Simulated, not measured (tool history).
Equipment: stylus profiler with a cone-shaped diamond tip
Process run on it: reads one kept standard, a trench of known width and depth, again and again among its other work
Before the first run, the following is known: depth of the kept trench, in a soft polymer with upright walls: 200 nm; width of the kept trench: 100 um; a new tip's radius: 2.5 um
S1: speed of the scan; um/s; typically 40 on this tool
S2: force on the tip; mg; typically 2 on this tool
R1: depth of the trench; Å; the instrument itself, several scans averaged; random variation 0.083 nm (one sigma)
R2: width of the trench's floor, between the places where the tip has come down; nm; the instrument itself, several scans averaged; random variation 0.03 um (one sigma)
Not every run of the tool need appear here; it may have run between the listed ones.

run,day,S1,S2,R1,R2
1,0,40,2,2020.6,97420
2,2.004,40,2,2021.3,97350
3,3.396,40,2,2020.2,97370
4,4.517,40,2,2020.4,97470
5,6.104,40,2,2021,97440
6,6.996,40,0.81,2009.5,97190
7,8.933,40,2,2018.7,97400
8,10.121,40,2,2019.1,97330
9,11.592,40,2,2019.1,97310
10,12.904,40,2,2019.6,97340
11,14.392,40,2,2019.2,97330
12,15.825,40,2.93,2026.1,97410
13,16.838,31,2,2020.1,97360
14,18.179,40,2,2020.6,97290
15,19.183,40,2.67,2024.6,97330
16,20.467,40,2.67,2025.8,97310
17,21.858,40,1.52,2014.5,97250
18,23.271,40,1.52,2014.3,97250
19,25.242,59,1.16,2009.9,97020
20,26.658,59,5.32,2042.7,97320
21,28.279,18,2.89,2024.7,97420
22,29.742,17,1.19,2011,97370
23,31.508,13,4.88,2038.9,97480
24,32.35,11,0.89,2007.3,97360
25,34.004,116,1.36,2012.5,96550
26,34.929,86,1.85,2016,96880
27,36.262,86,1.85,2017.5,96860
28,37.196,16,2,2018.1,97370
29,38.383,16,2,2019.4,97350
30,40.396,20,4.38,2036.4,97280
31,42.288,20,4.38,2036,97330
32,43.446,20,4.24,2033.4,97370
33,44.521,107,2,2016.4,96750
34,46.2,46,1.48,2011.4,97070
35,47.638,46,1.48,2012.4,97060

Each row is a separate what-if for the run after 35, all from the same tool condition, not one after another. Results?
# day 48.158: height scale calibrated on a step standard
A,48.567,46,4.13,?,?
# day 48.158: height scale calibrated on a step standard
B,48.567,21,1.2,?,?
# day 48.158: height scale calibrated on a step standard
C,48.567,21,0.89,?,?
# day 48.158: height scale calibrated on a step standard
D,48.567,72,0.76,?,?

run,R1,R2
A,2040.4,97210
B,2016.7,97220
C,2014.2,97180
D,2011.8,96610
Had the tool no hidden state, the same runs would have come out as:
run,R1,R2
A,2041.1,97840
B,2017.4,97840
C,2014.9,97810
D,2012.4,97240
